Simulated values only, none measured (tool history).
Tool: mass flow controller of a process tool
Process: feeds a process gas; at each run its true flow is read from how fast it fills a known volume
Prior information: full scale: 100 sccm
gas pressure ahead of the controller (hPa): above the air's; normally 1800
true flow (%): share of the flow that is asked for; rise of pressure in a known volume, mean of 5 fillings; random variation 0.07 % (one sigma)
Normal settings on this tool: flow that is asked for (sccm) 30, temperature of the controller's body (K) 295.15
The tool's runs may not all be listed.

| run | hour | flow that is asked for (sccm) | gas pressure ahead of the controller (hPa) | temperature of the controller's body (K) | true flow (%) |
|---|---|---|---|---|---|
| 1 | 0.0 | 30 | 1800 | 295.15 | 96.94 |
| 2 | 414.4 | 30 | 1800 | 295.15 | 96.74 |
| 3 | 773.6 | 30 | 1800 | 295.15 | 96.49 |
| 4 | 1137.7 | 30 | 1800 | 308.15 | 96.87 |
| 5 | 1456.1 | 30 | 1800 | 295.15 | 96.21 |
| 6 | 1954.4 | 30 | 1800 | 295.15 | 96.04 |
| 7 | 2212.3 | 30 | 1800 | 295.15 | 95.84 |
| 8 | 2611.6 | 30 | 1800 | 305.15 | 95.83 |
| 9 | 2961.3 | 30 | 1800 | 305.15 | 95.78 |
| 10 | 3453.5 | 30 | 1800 | 305.15 | 95.53 |
| 11 | 3663.3 | 30 | 1800 | 305.15 | 95.47 |
| 12 | 4013.2 | 30 | 1800 | 305.15 | 95.35 |
| 13 | 4319.4 | 30 | 1800 | 300.15 | 95.02 |
| 14 | 4595.7 | 30 | 1800 | 295.15 | 94.62 |
| 15 | 5085.1 | 30 | 1800 | 295.15 | 94.57 |
| 16 | 5451.1 | 30 | 1520 | 295.15 | 94.44 |
| 17 | 5711.5 | 14 | 1800 | 295.15 | 90.70 |
| 18 | 5953.3 | 14 | 1800 | 295.15 | 90.57 |
| 19 | 6222.1 | 14 | 1800 | 295.15 | 90.42 |
| 20 | 6470.7 | 14 | 1800 | 312.15 | 90.83 |
| 21 | 6928.1 | 14 | 1800 | 312.15 | 90.48 |
| 22 | 7310.8 | 14 | 1800 | 312.15 | 90.26 |
| 23 | 7521.6 | 67 | 2220 | 300.15 | 95.38 |
| 24 | 7882.8 | 67 | 2220 | 300.15 | 95.25 |
|  | 7939.8 | controller's zero set anew |
| 25 | 8308.9 | 67 | 2220 | 300.15 | 96.89 |
| 26 | 8642.4 | 13 | 2720 | 312.15 | 95.52 |
| 27 | 8893.2 | 11 | 1880 | 312.15 | 95.71 |
| 28 | 9205.7 | 30 | 1800 | 310.15 | 96.46 |
| 29 | 9617.4 | 30 | 1800 | 310.15 | 96.17 |
| 30 | 9854.7 | 30 | 1800 | 310.15 | 96.04 |
| 31 | 10135.3 | 30 | 1800 | 310.15 | 95.88 |
| 32 | 10524.3 | 30 | 1800 | 310.15 | 95.68 |
| 33 | 10782.2 | 89 | 1730 | 303.15 | 96.90 |
| 34 | 11203.6 | 89 | 1730 | 303.15 | 96.74 |
| 35 | 11493.4 | 33 | 1590 | 299.15 | 95.07 |
| 36 | 11906.7 | 57 | 1750 | 310.15 | 96.20 |
| 37 | 12128.7 | 57 | 1750 | 310.15 | 96.06 |
| 38 | 12349.4 | 57 | 1750 | 310.15 | 95.98 |
| 39 | 12566.8 | 22 | 1800 | 295.15 | 93.54 |
| 40 | 12786.6 | 37 | 2630 | 295.15 | 94.04 |
| 41 | 13236.3 | 37 | 2630 | 295.15 | 93.78 |
|  | 13512.9 | controller exchanged for a calibrated one |
| 42 | 13711.3 | 30 | 2740 | 299.15 | 98.33 |
| 43 | 14065.1 | 45 | 2320 | 306.15 | 99.09 |
| 44 | 14395.3 | 14 | 1580 | 311.15 | 98.84 |

Hidden state or all else? Some run-to-run changes of true flow (%), split into what the settings, what came in and random variation would give without the hidden state, and what is left for the hidden state (with any gauge scatter that isn't in both results):
The hidden state here: flow at rest that the sensor doesn't see, % of full scale; true flow over the shown one, %; drift of the gauge itself on true_pct, %.
Run 16 -> 17: flow that is asked for (sccm) 30 -> 14, gas pressure ahead of the controller (hPa) 1520 -> 1800. true flow (%) -3.74: hidden state -3.20, all else -0.54.
Run 22 -> 23: flow that is asked for (sccm) 14 -> 67, gas pressure ahead of the controller (hPa) 1800 -> 2220, temperature of the controller's body (K) 312.15 -> 300.15. true flow (%) +5.12: hidden state +5.40, all else -0.28.
Run 41 -> 42: flow that is asked for (sccm) 37 -> 30, gas pressure ahead of the controller (hPa) 2630 -> 2740, temperature of the controller's body (K) 295.15 -> 299.15, controller exchanged for a calibrated one. true flow (%) +4.55: hidden state +4.62, all else -0.07.

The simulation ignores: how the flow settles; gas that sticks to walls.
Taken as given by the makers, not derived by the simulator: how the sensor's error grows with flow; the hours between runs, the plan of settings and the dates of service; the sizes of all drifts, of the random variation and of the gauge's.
